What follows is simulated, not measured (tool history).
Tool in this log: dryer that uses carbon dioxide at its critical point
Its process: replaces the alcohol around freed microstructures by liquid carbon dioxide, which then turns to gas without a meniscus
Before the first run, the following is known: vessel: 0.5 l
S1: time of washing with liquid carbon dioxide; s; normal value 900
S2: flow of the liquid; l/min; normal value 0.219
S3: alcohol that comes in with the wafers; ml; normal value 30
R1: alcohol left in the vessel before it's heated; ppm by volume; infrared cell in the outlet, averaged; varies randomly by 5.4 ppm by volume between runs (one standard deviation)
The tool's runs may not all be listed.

Run 1, hour 0.0: usual settings. Result: R1 214 ppm by volume.
Run 2, hour 24.6: usual settings. Result: R1 210 ppm by volume.
Run 3, hour 53.2: usual settings but S2 0.326 l/min. Result: R1 77 ppm by volume.
Run 4, hour 71.5: usual settings but S3 21 ml. Result: R1 181 ppm by volume.
Run 5, hour 98.7: usual settings but S3 21 ml. Result: R1 178 ppm by volume.
Run 6, hour 115.7: usual settings but S2 0.176 l/min, S3 21 ml. Result: R1 462 ppm by volume.
Run 7, hour 131.7: usual settings but S2 0.176 l/min, S3 89 ml. Result: R1 1723 ppm by volume.
Run 8, hour 157.1: usual settings but S1 960 s. Result: R1 200 ppm by volume.
Run 9, hour 177.9: usual settings but S1 1140 s. Result: R1 116 ppm by volume.
Run 10, hour 195.0: usual settings but S3 24 ml. Result: R1 238 ppm by volume.
Run 11, hour 216.0: usual settings. Result: R1 283 ppm by volume.
Run 12, hour 240.8: usual settings. Result: R1 287 ppm by volume.
Run 13, hour 263.9: usual settings but S1 1380 s. Result: R1 94 ppm by volume.
Run 14, hour 278.5: usual settings but S1 840 s, S2 0.177 l/min, S3 38 ml. Result: R1 1172 ppm by volume.
At hour 296.6: inlet filter changed.
Run 15, hour 300.8: usual settings but S1 600 s, S3 45 ml. Result: R1 1606 ppm by volume.
Run 16, hour 318.9: usual settings but S1 660 s, S2 0.133 l/min, S3 21 ml. Result: R1 2873 ppm by volume.
Run 17, hour 338.5: usual settings but S1 600 s, S2 0.146 l/min, S3 29 ml. Result: R1 3949 ppm by volume.
Run 18, hour 360.8: usual settings but S1 600 s, S2 0.146 l/min, S3 29 ml. Result: R1 3953 ppm by volume.

Run 19 is up next; what results do you expect?
Run 19, hour 383.3: usual settings but S1 1200 s, S3 83 ml. Result: R1 ?.

{"run 19": {"R1": 152}}
If the tool had no hidden condition, the same run with the same run-to-run variation would have returned R1 57 ppm by volume.

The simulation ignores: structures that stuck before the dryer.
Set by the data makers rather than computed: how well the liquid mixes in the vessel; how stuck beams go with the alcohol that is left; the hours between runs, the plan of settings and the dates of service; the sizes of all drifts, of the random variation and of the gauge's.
